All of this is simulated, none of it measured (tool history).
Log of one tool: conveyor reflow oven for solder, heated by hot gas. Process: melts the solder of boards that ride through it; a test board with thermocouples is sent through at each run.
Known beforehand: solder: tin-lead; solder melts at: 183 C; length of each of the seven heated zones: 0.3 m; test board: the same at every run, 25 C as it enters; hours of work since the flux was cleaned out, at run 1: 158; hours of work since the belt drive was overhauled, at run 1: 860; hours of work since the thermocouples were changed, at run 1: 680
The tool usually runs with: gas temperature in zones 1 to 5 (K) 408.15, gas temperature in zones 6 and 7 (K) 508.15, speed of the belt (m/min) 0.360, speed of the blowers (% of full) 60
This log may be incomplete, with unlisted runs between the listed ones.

run     day  gas temperature in zones 1 to 5 (K)  gas temperature in zones 6 and 7 (K)  speed of the belt (m/min)  speed of the blowers (% of full)  hours of work since the flux was cleaned out  hours of work since the belt drive was overhauled  hours of work since the thermocouples were changed  highest temperature of the board (K)  time above the solder's melting point (s)
  1   0.000                               408.15                                508.15                      0.360                                60                                           158                                                860                                                 680                                486.95                                       70.2
  2   3.221                               408.15                                508.15                      0.360                                63                                           192                                                894                                                 714                                487.05                                       70.8
      6.229  -- flux residue cleaned out of gas plates and filters
  3   7.154                               408.15                                516.15                      0.360                                63                                            10                                                933                                                 754                                494.65                                       80.2
  4  10.067                               408.15                                516.15                      0.360                                63                                            41                                                964                                                 784                                494.65                                       79.6
  5  13.075                               408.15                                516.15                      0.360                                63                                            72                                                995                                                 816                                494.55                                       79.2
  6  17.267                               408.15                                516.15                      0.360                                63                                           117                                               1040                                                 860                                494.05                                       78.7
  7  20.921                               408.15                                508.15                      0.360                                60                                           155                                               1078                                                 899                                485.95                                       70.4
  8  24.300                               403.15                                508.15                      0.360                                60                                           191                                               1114                                                 935                                484.75                                       66.3
     27.308  -- flux residue cleaned out of gas plates and filters
  9  27.842                               393.15                                508.15                      0.360                                60                                             6                                               1149                                                 970                                484.25                                       61.6
 10  29.679                               393.15                                508.15                      0.360                                60                                            25                                               1169                                                 989                                483.65                                       61.7
 11  31.425                               393.15                                508.15                      0.360                                60                                            43                                               1187                                                1008                                484.35                                       61.3
     33.750  -- belt drive overhauled, speed set with a stopwatch
 12  33.808                               393.15                                508.15                      0.360                                60                                            67                                                  1                                                1031                                482.55                                       57.3
 13  37.521                               408.15                                521.15                      0.360                                60                                           106                                                 40                                                1070                                496.35                                       79.2
 14  41.083                               408.15                                508.15                      0.387                                60                                           144                                                 77                                                1108                                481.85                                       58.2
 15  44.904                               408.15                                508.15                      0.387                                60                                           184                                                118                                                1148                                482.15                                       57.9
 16  46.808                               408.15                                508.15                      0.387                                60                                           204                                                138                                                1168                                481.75                                       57.5
     48.646  -- flux residue cleaned out of gas plates and filters
 17  49.946                               408.15                                508.15                      0.387                                60                                            14                                                169                                                1199                                482.95                                       59.8
 18  53.417                               408.15                                496.15                      0.390                                60                                            50                                                205                                                1236                                472.05                                       43.5
 19  57.062                               408.15                                508.15                      0.354                                60                                            89                                                244                                                1274                                485.15                                       69.3
 20  61.242                               416.15                                508.15                      0.354                                63                                           133                                                288                                                1318                                486.95                                       75.4
 21  63.112                               416.15                                508.15                      0.354                                63                                           153                                                308                                                1338                                487.05                                       74.8
 22  66.196                               416.15                                508.15                      0.354                                63                                           185                                                340                                                1371                                486.85                                       75.0
     69.700  -- flux residue cleaned out of gas plates and filters
 23  70.425                               416.15                                508.15                      0.354                                63                                             8                                                383                                                1413                                487.65                                       76.7
     72.158  -- thermocouples of zones 6 and 7 changed
 24  73.038                               416.15                                508.15                      0.354                                63                                            34                                                410                                                   9                                491.45                                       80.9
 25  75.917                               401.15                                508.15                      0.354                                63                                            65                                                440                                                  40                                489.05                                       70.5
 26  79.492                               401.15                                505.15                      0.354                                83                                           103                                                478                                                  77                                488.95                                       71.7

Predict the results of run 27:
 27  83.671                               423.15                                508.15                      0.360                                55                                           147                                                522                                                 122                                     ?                                          ?

{"run 27": {"highest temperature of the board (K)": 490.25, "time above the solder's melting point (s)": 81.2}}
Without the tool's hidden state the same run would have given highest temperature of the board (K) 490.55, time above the solder's melting point (s) 80.6.
